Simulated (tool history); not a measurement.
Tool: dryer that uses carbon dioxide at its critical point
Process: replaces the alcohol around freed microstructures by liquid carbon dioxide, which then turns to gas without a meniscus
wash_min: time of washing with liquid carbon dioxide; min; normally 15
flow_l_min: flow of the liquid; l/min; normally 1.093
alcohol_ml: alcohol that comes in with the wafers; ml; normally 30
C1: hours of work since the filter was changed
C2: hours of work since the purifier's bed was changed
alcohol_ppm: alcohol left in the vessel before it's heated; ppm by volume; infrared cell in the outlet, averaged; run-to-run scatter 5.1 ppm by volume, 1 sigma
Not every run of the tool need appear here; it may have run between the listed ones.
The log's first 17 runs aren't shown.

run 18 day=29.588 | wash_min=15 flow_l_min=0.710 alcohol_ml=21 | C1=457 C2=600 | alcohol_ppm=406
run 19 day=30.871 | wash_min=15 flow_l_min=0.710 alcohol_ml=21 | C1=477 C2=620 | alcohol_ppm=397
-- day=31.808 inlet filter changed
run 20 day=33.162 | wash_min=15 flow_l_min=0.710 alcohol_ml=21 | C1=21 C2=654 | alcohol_ppm=357
run 21 day=34.200 | wash_min=15 flow_l_min=0.710 alcohol_ml=21 | C1=37 C2=670 | alcohol_ppm=364
run 22 day=36.008 | wash_min=20 flow_l_min=1.093 alcohol_ml=76 | C1=65 C2=698 | alcohol_ppm=141
run 23 day=38.333 | wash_min=15 flow_l_min=1.270 alcohol_ml=53 | C1=101 C2=734 | alcohol_ppm=163
run 24 day=40.400 | wash_min=19 flow_l_min=0.730 alcohol_ml=53 | C1=133 C2=766 | alcohol_ppm=357
run 25 day=42.842 | wash_min=19 flow_l_min=0.730 alcohol_ml=53 | C1=170 C2=804 | alcohol_ppm=361
run 26 day=44.546 | wash_min=19 flow_l_min=0.730 alcohol_ml=53 | C1=197 C2=830 | alcohol_ppm=360
run 27 day=45.796 | wash_min=17 flow_l_min=1.720 alcohol_ml=22 | C1=216 C2=849 | alcohol_ppm=144
run 28 day=48.079 | wash_min=13 flow_l_min=1.050 alcohol_ml=55 | C1=251 C2=885 | alcohol_ppm=411
run 29 day=50.083 | wash_min=13 flow_l_min=1.050 alcohol_ml=55 | C1=282 C2=916 | alcohol_ppm=428
run 30 day=51.775 | wash_min=13 flow_l_min=0.690 alcohol_ml=55 | C1=308 C2=942 | alcohol_ppm=1445
run 31 day=53.000 | wash_min=15 flow_l_min=0.890 alcohol_ml=35 | C1=327 C2=961 | alcohol_ppm=346
run 32 day=55.142 | wash_min=15 flow_l_min=0.840 alcohol_ml=35 | C1=360 C2=994 | alcohol_ppm=414
run 33 day=56.508 | wash_min=15 flow_l_min=0.840 alcohol_ml=35 | C1=381 C2=1015 | alcohol_ppm=436
run 34 day=58.612 | wash_min=11 flow_l_min=0.840 alcohol_ml=25 | C1=414 C2=1047 | alcohol_ppm=743
run 35 day=60.317 | wash_min=15 flow_l_min=1.093 alcohol_ml=29 | C1=440 C2=1074 | alcohol_ppm=245
run 36 day=61.525 | wash_min=10 flow_l_min=0.910 alcohol_ml=48 | C1=459 C2=1092 | alcohol_ppm=1362
-- day=63.658 inlet filter changed
run 37 day=63.846 | wash_min=10 flow_l_min=0.910 alcohol_ml=48 | C1=3 C2=1127 | alcohol_ppm=1183
run 38 day=66.121 | wash_min=17 flow_l_min=1.093 alcohol_ml=30 | C1=38 C2=1163 | alcohol_ppm=222
run 39 day=67.692 | wash_min=14 flow_l_min=1.090 alcohol_ml=60 | C1=62 C2=1187 | alcohol_ppm=357
run 40 day=69.854 | wash_min=22 flow_l_min=1.370 alcohol_ml=30 | C1=96 C2=1220 | alcohol_ppm=214

Predict each of these 4 candidate next runs independently; none follows another, all start after run 40:
run A day=71.896 | wash_min=9 flow_l_min=1.270 alcohol_ml=92 | C1=127 C2=1252 | alcohol_ppm=?
run B day=71.896 | wash_min=22 flow_l_min=1.370 alcohol_ml=103 | C1=127 C2=1252 | alcohol_ppm=?
run C day=71.896 | wash_min=22 flow_l_min=1.390 alcohol_ml=30 | C1=127 C2=1252 | alcohol_ppm=?
run D day=71.896 | wash_min=15 flow_l_min=1.700 alcohol_ml=30 | C1=127 C2=1252 | alcohol_ppm=?

run=A alcohol_ppm=1149
run=B alcohol_ppm=208
run=C alcohol_ppm=215
run=D alcohol_ppm=225
Had the tool no hidden state, the same runs would have come out as:
run=A alcohol_ppm=881
run=B alcohol_ppm=0
run=C alcohol_ppm=11
run=D alcohol_ppm=22
